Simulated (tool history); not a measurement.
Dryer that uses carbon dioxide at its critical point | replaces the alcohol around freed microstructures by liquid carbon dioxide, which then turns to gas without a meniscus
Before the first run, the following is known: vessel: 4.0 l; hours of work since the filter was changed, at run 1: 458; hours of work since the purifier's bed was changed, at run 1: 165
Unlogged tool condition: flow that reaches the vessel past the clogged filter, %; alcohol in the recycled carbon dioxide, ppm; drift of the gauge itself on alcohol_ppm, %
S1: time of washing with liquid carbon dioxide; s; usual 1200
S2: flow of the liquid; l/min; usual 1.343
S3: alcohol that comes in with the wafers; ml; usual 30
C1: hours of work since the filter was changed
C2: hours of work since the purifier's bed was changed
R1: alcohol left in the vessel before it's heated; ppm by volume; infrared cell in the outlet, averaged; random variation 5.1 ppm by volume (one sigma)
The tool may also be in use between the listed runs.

run 1 day=0.000 | S1=1200 S2=1.343 S3=30 | C1=458 C2=165 | R1=123
run 2 day=0.946 | S1=1200 S2=1.343 S3=30 | C1=470 C2=177 | R1=137
run 3 day=1.400 | S1=1200 S2=1.343 S3=30 | C1=476 C2=183 | R1=145
run 4 day=1.871 | S1=1200 S2=1.343 S3=30 | C1=482 C2=189 | R1=145
run 5 day=2.883 | S1=1200 S2=1.343 S3=30 | C1=495 C2=202 | R1=137
run 6 day=3.925 | S1=1200 S2=1.640 S3=30 | C1=509 C2=215 | R1=64
run 7 day=4.592 | S1=1200 S2=1.640 S3=30 | C1=517 C2=224 | R1=63
run 8 day=5.388 | S1=1200 S2=1.640 S3=30 | C1=528 C2=234 | R1=60
run 9 day=6.000 | S1=1200 S2=1.640 S3=30 | C1=536 C2=242 | R1=72
run 10 day=6.579 | S1=1200 S2=1.640 S3=30 | C1=543 C2=250 | R1=68
run 11 day=7.079 | S1=1200 S2=1.640 S3=30 | C1=550 C2=256 | R1=74
run 12 day=7.738 | S1=1200 S2=1.640 S3=30 | C1=558 C2=265 | R1=73
-- day=8.208 inlet filter changed
run 13 day=8.475 | S1=1200 S2=1.640 S3=30 | C1=3 C2=273 | R1=37
run 14 day=9.008 | S1=1200 S2=1.480 S3=30 | C1=10 C2=280 | R1=41
run 15 day=9.650 | S1=1200 S2=1.480 S3=30 | C1=19 C2=289 | R1=51
run 16 day=10.350 | S1=1200 S2=1.480 S3=30 | C1=28 C2=298 | R1=55
run 17 day=11.338 | S1=1500 S2=0.960 S3=41 | C1=40 C2=310 | R1=181
run 18 day=11.892 | S1=1500 S2=0.960 S3=41 | C1=48 C2=318 | R1=175
run 19 day=12.917 | S1=960 S2=1.120 S3=38 | C1=61 C2=331 | R1=445
run 20 day=13.392 | S1=780 S2=0.810 S3=30 | C1=67 C2=337 | R1=1220
run 21 day=14.075 | S1=1620 S2=1.530 S3=67 | C1=76 C2=346 | R1=36
run 22 day=14.525 | S1=1200 S2=1.343 S3=116 | C1=82 C2=352 | R1=290
run 23 day=15.150 | S1=720 S2=0.810 S3=53 | C1=90 C2=360 | R1=2490
run 24 day=15.596 | S1=780 S2=1.680 S3=36 | C1=95 C2=365 | R1=215
run 25 day=16.225 | S1=780 S2=1.680 S3=36 | C1=104 C2=374 | R1=231
run 26 day=17.246 | S1=1200 S2=1.740 S3=24 | C1=117 C2=387 | R1=35
run 27 day=17.896 | S1=1200 S2=1.740 S3=24 | C1=125 C2=395 | R1=29
run 28 day=18.917 | S1=1740 S2=0.950 S3=27 | C1=138 C2=408 | R1=85
run 29 day=19.496 | S1=1140 S2=0.950 S3=27 | C1=146 C2=416 | R1=341

What differs in the tool's unlogged condition from the final listed run ahead of each entry between runs to the first listed run following it?
Run 12 -> run 13: inlet filter changed (day 8.208)
  flow that reaches the vessel past the clogged filter, %: 83.4 -> 99.9; alcohol in the recycled carbon dioxide, ppm: 15.3 -> 15.6
  what was measured, less what the result would be without the hidden state, R1: +45 -> +11 ppm by volume
